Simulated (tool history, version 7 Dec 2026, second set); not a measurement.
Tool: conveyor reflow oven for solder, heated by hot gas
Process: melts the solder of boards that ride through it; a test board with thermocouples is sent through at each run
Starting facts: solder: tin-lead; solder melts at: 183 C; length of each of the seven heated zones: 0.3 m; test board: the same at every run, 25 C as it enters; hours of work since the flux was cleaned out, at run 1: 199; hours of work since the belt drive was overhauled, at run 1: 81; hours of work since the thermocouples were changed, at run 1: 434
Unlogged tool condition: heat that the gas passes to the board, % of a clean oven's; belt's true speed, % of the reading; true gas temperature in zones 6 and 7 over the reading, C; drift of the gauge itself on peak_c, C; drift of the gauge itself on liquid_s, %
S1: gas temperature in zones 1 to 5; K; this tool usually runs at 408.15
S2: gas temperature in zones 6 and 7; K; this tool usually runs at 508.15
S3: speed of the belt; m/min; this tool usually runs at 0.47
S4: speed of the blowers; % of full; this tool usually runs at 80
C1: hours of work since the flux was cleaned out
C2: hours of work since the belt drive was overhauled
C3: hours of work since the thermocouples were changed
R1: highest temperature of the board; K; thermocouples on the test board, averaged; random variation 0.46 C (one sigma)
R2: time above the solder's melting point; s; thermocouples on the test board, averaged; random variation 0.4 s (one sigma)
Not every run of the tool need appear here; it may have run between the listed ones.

run,hour,S1,S2,S3,S4,C1,C2,C3,R1,R2
1,0,408.15,508.15,0.47,80,199,81,434,495.35,59.7
2,101.1,408.15,508.15,0.486,80,243,125,478,494.35,57.7
3,149.7,408.15,508.15,0.486,80,264,146,499,494.15,57.3
4,221.7,408.15,508.15,0.47,80,295,177,531,495.05,60.5
5,291.2,408.15,508.15,0.47,80,325,207,561,494.65,60
6,383.9,408.15,508.15,0.47,80,366,248,601,494.75,60.3
# hour 406.3: flux residue cleaned out of gas plates and filters
7,435.6,408.15,508.15,0.474,80,13,268,622,494.45,59.9
8,483.9,408.15,508.15,0.474,80,34,289,643,494.55,59.5
9,550.3,408.15,508.15,0.474,80,63,318,672,495.45,58.9
10,595.3,398.15,508.15,0.47,80,82,338,691,493.75,56.8
11,651.2,398.15,508.15,0.47,80,107,362,715,493.55,56.2
12,705.7,398.15,508.15,0.47,80,130,386,739,493.25,56.2
13,803,398.15,508.15,0.47,80,173,428,782,493.45,56.1
14,857.2,398.15,508.15,0.47,80,196,452,805,493.25,56.1
15,937.2,408.15,512.15,0.47,80,231,486,840,497.75,62.1
16,1006.2,405.15,506.15,0.427,80,261,516,870,494.55,65.8
17,1101.8,416.15,502.15,0.4,64,303,558,912,491.05,72.4
18,1157.1,416.15,502.15,0.4,64,327,582,936,491.05,71.5
19,1254.8,414.15,508.15,0.39,68,369,625,978,497.95,78.2
# hour 1270.1: flux residue cleaned out of gas plates and filters
# hour 1308.2: thermocouples of zones 6 and 7 changed
20,1330.7,414.15,508.15,0.395,56,25,655,10,495.05,74.3
21,1407.7,418.15,522.15,0.479,52,59,688,43,499.95,65.7
22,1493.7,402.15,502.15,0.474,63,96,726,81,484.45,49.1
23,1575.5,413.15,514.15,0.479,84,132,761,116,501.55,64.4
24,1666.6,413.15,514.15,0.479,84,172,801,156,501.55,64.2
25,1743.9,401.15,499.15,0.424,84,205,834,190,488.75,61.5
26,1819.6,399.15,500.15,0.387,87,238,867,223,493.55,70.9
27,1871,408.15,501.15,0.466,80,261,890,245,488.55,56.6
28,1920.7,408.15,508.15,0.52,56,282,911,267,485.25,45.9
29,1964.7,408.15,508.15,0.546,56,301,931,286,482.85,40.8
30,2045.1,421.15,502.15,0.429,80,336,966,321,493.15,70.9

What if the next run were any one of these 3? Each begins from the tool's condition after run 30:
# hour 2136.6: flux residue cleaned out of gas plates and filters
A,2143.1,417.15,520.15,0.47,80,3,1006,361,?,?
# hour 2136.6: flux residue cleaned out of gas plates and filters
B,2143.1,408.15,508.15,0.47,80,3,1006,361,?,?
# hour 2136.6: flux residue cleaned out of gas plates and filters
C,2143.1,421.15,523.15,0.429,80,3,1006,361,?,?

run,R1,R2
A,506.25,69.5
B,495.55,60.7
C,513.05,80.5
The same runs, with their run-to-run variation unchanged, on a tool lacking any hidden condition would have given:
run,R1,R2
A,506.25,69.4
B,495.65,60.6
C,513.05,80.3
